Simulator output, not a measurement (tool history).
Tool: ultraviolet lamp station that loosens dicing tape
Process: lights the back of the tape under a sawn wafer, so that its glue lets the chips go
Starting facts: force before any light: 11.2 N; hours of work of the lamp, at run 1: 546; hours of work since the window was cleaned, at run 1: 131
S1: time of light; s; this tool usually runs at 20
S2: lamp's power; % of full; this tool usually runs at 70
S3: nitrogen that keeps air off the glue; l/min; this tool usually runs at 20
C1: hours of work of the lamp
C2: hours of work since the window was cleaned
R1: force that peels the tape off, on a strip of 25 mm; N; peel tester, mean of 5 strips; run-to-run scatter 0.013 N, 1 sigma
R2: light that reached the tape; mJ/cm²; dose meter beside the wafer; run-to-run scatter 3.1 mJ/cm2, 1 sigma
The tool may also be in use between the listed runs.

Run 1, hour 0.0: usual settings; C1 546; C2 131. Result: R1 0.721 N, R2 416 mJ/cm².
Run 2, hour 39.6: usual settings but S3 14 l/min; C1 575; C2 160. Result: R1 0.911 N, R2 417 mJ/cm².
Run 3, hour 69.4: usual settings but S3 14 l/min; C1 597; C2 182. Result: R1 0.906 N, R2 415 mJ/cm².
Run 4, hour 108.6: usual settings but S2 69 % of full; C1 626; C2 210. Result: R1 0.794 N, R2 403 mJ/cm².
Run 5, hour 142.3: usual settings but S2 63 % of full; C1 650; C2 235. Result: R1 0.962 N, R2 366 mJ/cm².
Run 6, hour 179.6: usual settings but S2 88 % of full; C1 678; C2 262. Result: R1 0.507 N, R2 502 mJ/cm².
Run 7, hour 203.1: usual settings but S1 25 s, S2 88 % of full; C1 695; C2 280. Result: R1 0.356 N, R2 628 mJ/cm².
Run 8, hour 233.8: usual settings but S1 34 s; C1 717; C2 302. Result: R1 0.325 N, R2 669 mJ/cm².
Run 9, hour 250.2: usual settings; C1 729; C2 314. Result: R1 0.856 N, R2 386 mJ/cm².
Run 10, hour 274.3: usual settings; C1 747; C2 332. Result: R1 0.836 N, R2 388 mJ/cm².
Run 11, hour 306.9: usual settings; C1 771; C2 356. Result: R1 0.868 N, R2 386 mJ/cm².
Run 12, hour 339.4: usual settings; C1 795; C2 380. Result: R1 0.888 N, R2 385 mJ/cm².
Run 13, hour 365.7: usual settings; C1 814; C2 399. Result: R1 0.903 N, R2 383 mJ/cm².
Run 14, hour 391.7: usual settings; C1 833; C2 418. Result: R1 0.923 N, R2 382 mJ/cm².
Run 15, hour 419.3: usual settings but S1 13 s; C1 853; C2 438. Result: R1 2.006 N, R2 243 mJ/cm².
Run 16, hour 437.4: usual settings but S1 16 s, S2 84 % of full, S3 7 l/min; C1 866; C2 451. Result: R1 1.760 N, R2 365 mJ/cm².
Run 17, hour 456.9: usual settings but S1 16 s, S2 84 % of full, S3 7 l/min; C1 881; C2 466. Result: R1 1.775 N, R2 359 mJ/cm².
At hour 459.4: window cleaned of glue's vapour.
Run 18, hour 473.6: usual settings but S1 16 s, S2 84 % of full, S3 7 l/min; C1 893; C2 10. Result: R1 1.851 N, R2 339 mJ/cm².
Run 19, hour 504.5: usual settings but S1 25 s, S2 98 % of full, S3 7 l/min; C1 915; C2 33. Result: R1 0.574 N, R2 624 mJ/cm².
Run 20, hour 526.1: usual settings but S1 13 s, S2 64 % of full, S3 12 l/min; C1 931; C2 49. Result: R1 3.044 N, R2 207 mJ/cm².
Run 21, hour 556.4: usual settings but S1 18 s, S2 89 % of full, S3 6 l/min; C1 953; C2 71. Result: R1 1.575 N, R2 402 mJ/cm².
Run 22, hour 592.6: usual settings but S1 27 s, S2 91 % of full, S3 30 l/min; C1 980; C2 98. Result: R1 0.324 N, R2 600 mJ/cm².
Run 23, hour 626.6: usual settings but S1 27 s, S2 91 % of full, S3 30 l/min; C1 1005; C2 123. Result: R1 0.332 N, R2 603 mJ/cm².
At hour 628.9: window cleaned of glue's vapour, once more.
Run 24, hour 651.5: usual settings but S1 27 s, S2 91 % of full, S3 30 l/min; C1 1023; C2 17. Result: R1 0.284 N, R2 670 mJ/cm².
Run 25, hour 668.6: usual settings but S1 27 s, S2 91 % of full, S3 30 l/min; C1 1035; C2 29. Result: R1 0.301 N, R2 678 mJ/cm².
Run 26, hour 699.8: usual settings but S1 10 s, S2 74 % of full; C1 1058; C2 52. Result: R1 2.808 N, R2 200 mJ/cm².

Below are 5 alternative next runs, each starting from the tool's condition after run 26. Predict each:
Run A, hour 716.0: usual settings but S1 10 s, S2 77 % of full; C1 1070; C2 64. Result: R1 ?, R2 ?.
Run B, hour 716.0: usual settings but S1 38 s, S2 72 % of full, S3 17 l/min; C1 1070; C2 64. Result: R1 ?, R2 ?.
Run C, hour 716.0: usual settings but S1 24 s, S2 90 % of full, S3 24 l/min; C1 1070; C2 64. Result: R1 ?, R2 ?.
Run D, hour 716.0: usual settings but S2 66 % of full, S3 10 l/min; C1 1070; C2 64. Result: R1 ?, R2 ?.
Run E, hour 716.0: usual settings but S1 16 s, S2 74 % of full; C1 1070; C2 64. Result: R1 ?, R2 ?.

run     R1   R2
  A  2.561  204
  B  0.302  738
  C  0.373  582
  D  1.449  356
  E  1.291  318
Take away the tool's hidden state, keep each run's random variation, and the runs would have read:
run     R1   R2
  A  1.854  253
  B  0.263  912
  C  0.292  719
  D  0.959  440
  E  0.844  394

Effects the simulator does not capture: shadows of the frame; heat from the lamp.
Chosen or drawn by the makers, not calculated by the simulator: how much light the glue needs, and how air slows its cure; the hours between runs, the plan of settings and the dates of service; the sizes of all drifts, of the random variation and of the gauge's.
